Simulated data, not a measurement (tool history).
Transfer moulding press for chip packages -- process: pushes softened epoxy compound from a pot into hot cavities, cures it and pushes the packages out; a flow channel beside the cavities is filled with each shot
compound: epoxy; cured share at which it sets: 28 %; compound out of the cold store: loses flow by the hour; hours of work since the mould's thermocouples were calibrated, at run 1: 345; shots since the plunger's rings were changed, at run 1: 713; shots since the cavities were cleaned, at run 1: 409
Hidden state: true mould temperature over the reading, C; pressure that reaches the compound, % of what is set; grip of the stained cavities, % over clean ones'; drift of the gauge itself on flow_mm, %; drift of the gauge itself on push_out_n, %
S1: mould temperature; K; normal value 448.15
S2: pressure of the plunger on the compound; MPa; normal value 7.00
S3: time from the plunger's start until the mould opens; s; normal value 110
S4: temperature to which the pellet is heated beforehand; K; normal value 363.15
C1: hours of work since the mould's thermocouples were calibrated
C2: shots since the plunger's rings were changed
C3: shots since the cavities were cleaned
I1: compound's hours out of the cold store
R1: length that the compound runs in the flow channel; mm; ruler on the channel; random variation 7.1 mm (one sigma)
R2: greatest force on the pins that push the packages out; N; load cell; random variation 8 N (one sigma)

run	hour	S1	S2	S3	S4	C1	C2	C3	I1	R1	R2
1	0.0	448.15	7.00	110	363.15	345	713	409	35.9	899	486
2	12.4	448.15	7.00	110	363.15	354	850	546	30.6	900	532
# hour 20.1: cavities cleaned with cleaning compound and waxed
3	30.0	448.15	7.00	110	363.15	365	1028	109	39.8	896	371
4	41.2	448.15	7.00	110	363.15	373	1152	233	29.2	909	439
5	53.0	448.15	7.00	110	357.15	381	1282	363	11.9	974	498
6	62.1	448.15	7.00	110	357.15	388	1383	464	22.4	932	509
# hour 77.1: cavities cleaned with cleaning compound and waxed
7	79.0	448.15	7.00	110	357.15	398	1552	20	16.8	943	346
8	96.7	448.15	7.00	110	357.15	411	1748	216	14.1	960	442
# hour 99.9: mould's thermocouples calibrated
9	107.5	448.15	7.00	110	357.15	5	1845	313	38.0	871	445
10	118.8	448.15	7.00	115	357.15	13	1970	438	43.2	840	462
11	130.7	443.15	7.29	115	357.15	22	2101	569	36.0	904	611
# hour 136.8: cavities cleaned with cleaning compound and waxed
12	147.4	448.15	7.00	130	355.15	32	2269	117	28.5	892	350
13	160.0	448.15	7.00	130	355.15	41	2409	257	34.2	878	393
# hour 170.8: mould's thermocouples calibrated, once more
14	179.8	446.15	7.00	130	360.15	6	2606	454	47.2	847	468
15	187.2	450.15	8.80	110	357.15	12	2687	535	34.6	968	490
# hour 195.5: cavities cleaned with cleaning compound and waxed
16	204.4	450.15	8.80	110	357.15	23	2860	98	23.4	1019	371
17	222.2	443.15	6.60	93	370.15	35	3058	296	47.2	821	879
18	238.8	443.15	6.60	93	370.15	47	3241	479	34.3	866	998
19	249.3	452.15	6.60	93	366.15	54	3356	594	15.5	895	584
# hour 253.0: cavities cleaned with cleaning compound and waxed
20	263.8	452.15	7.29	93	366.15	63	3500	119	32.2	867	400

Branching from run 20: 5 alternative next runs. What would each branch give?
A	271.4	452.15	7.29	91	371.15	68	3583	202	12.0	?	?
B	271.4	442.15	7.00	111	363.15	68	3583	202	44.3	?	?
C	271.4	448.15	7.00	106	363.15	68	3583	202	43.1	?	?
D	271.4	448.15	7.00	109	363.15	68	3583	202	32.8	?	?
E	271.4	448.15	6.27	121	363.15	68	3583	202	19.2	?	?

run	R1	R2
A	940	484
B	863	602
C	826	450
D	864	437
E	865	385
With the hidden condition removed and each run's random variation left untouched, the same runs would have given:
run	R1	R2
A	987	381
B	906	474
C	867	353
D	907	343
E	908	300

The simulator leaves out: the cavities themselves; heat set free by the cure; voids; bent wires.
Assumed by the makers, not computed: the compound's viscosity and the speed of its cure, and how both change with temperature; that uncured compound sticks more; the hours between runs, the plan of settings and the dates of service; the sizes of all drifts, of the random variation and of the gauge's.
